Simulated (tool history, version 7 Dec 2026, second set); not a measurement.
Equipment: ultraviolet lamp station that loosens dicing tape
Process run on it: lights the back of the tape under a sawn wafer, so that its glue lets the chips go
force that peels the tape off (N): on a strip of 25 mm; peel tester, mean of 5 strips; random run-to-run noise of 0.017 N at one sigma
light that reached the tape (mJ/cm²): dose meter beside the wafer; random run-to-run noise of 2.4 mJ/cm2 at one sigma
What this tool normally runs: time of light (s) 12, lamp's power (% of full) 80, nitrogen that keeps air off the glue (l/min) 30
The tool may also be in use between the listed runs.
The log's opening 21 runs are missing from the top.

| run | hour | time of light (s) | lamp's power (% of full) | nitrogen that keeps air off the glue (l/min) | hours of work of the lamp | hours of work since the window was cleaned | force that peels the tape off (N) | light that reached the tape (mJ/cm²) |
|---|---|---|---|---|---|---|---|---|
| 22 | 613.2 | 23 | 71 | 30 | 445 | 526 | 0.378 | 380 |
| 23 | 636.9 | 13 | 82 | 9 | 462 | 543 | 2.224 | 238 |
| 24 | 674.8 | 10 | 80 | 11 | 489 | 570 | 3.01 | 178 |
| 25 | 703.5 | 10 | 80 | 44 | 509 | 590 | 1.452 | 175 |
| 26 | 740.4 | 15 | 89 | 30 | 535 | 616 | 0.664 | 288 |
| 27 | 757.8 | 15 | 97 | 11 | 548 | 628 | 1.291 | 316 |
| 28 | 790.5 | 21 | 64 | 54 | 571 | 652 | 0.448 | 291 |
| 29 | 823.3 | 21 | 64 | 54 | 594 | 675 | 0.48 | 283 |
| 30 | 857.1 | 22 | 85 | 11 | 618 | 699 | 0.822 | 390 |

Each row is a separate what-if for the run after 30, all from the same tool condition, not one after another. Results?
|  | 859.4 | window cleaned of glue's vapour |
| A | 894.3 | 15 | 99 | 59 | 644 | 25 | ? | ? |
|  | 859.4 | window cleaned of glue's vapour |
| B | 894.3 | 8 | 80 | 19 | 644 | 25 | ? | ? |
|  | 859.4 | window cleaned of glue's vapour |
| C | 894.3 | 20 | 90 | 11 | 644 | 25 | ? | ? |

| run | force that peels the tape off (N) | light that reached the tape (mJ/cm²) |
|---|---|---|
| A | 0.262 | 346 |
| B | 2.806 | 150 |
| C | 0.73 | 421 |
Without the tool's hidden state the same runs would have given:
| run | force that peels the tape off (N) | light that reached the tape (mJ/cm²) |
|---|---|---|
| A | 0.174 | 415 |
| B | 2.242 | 180 |
| C | 0.475 | 506 |
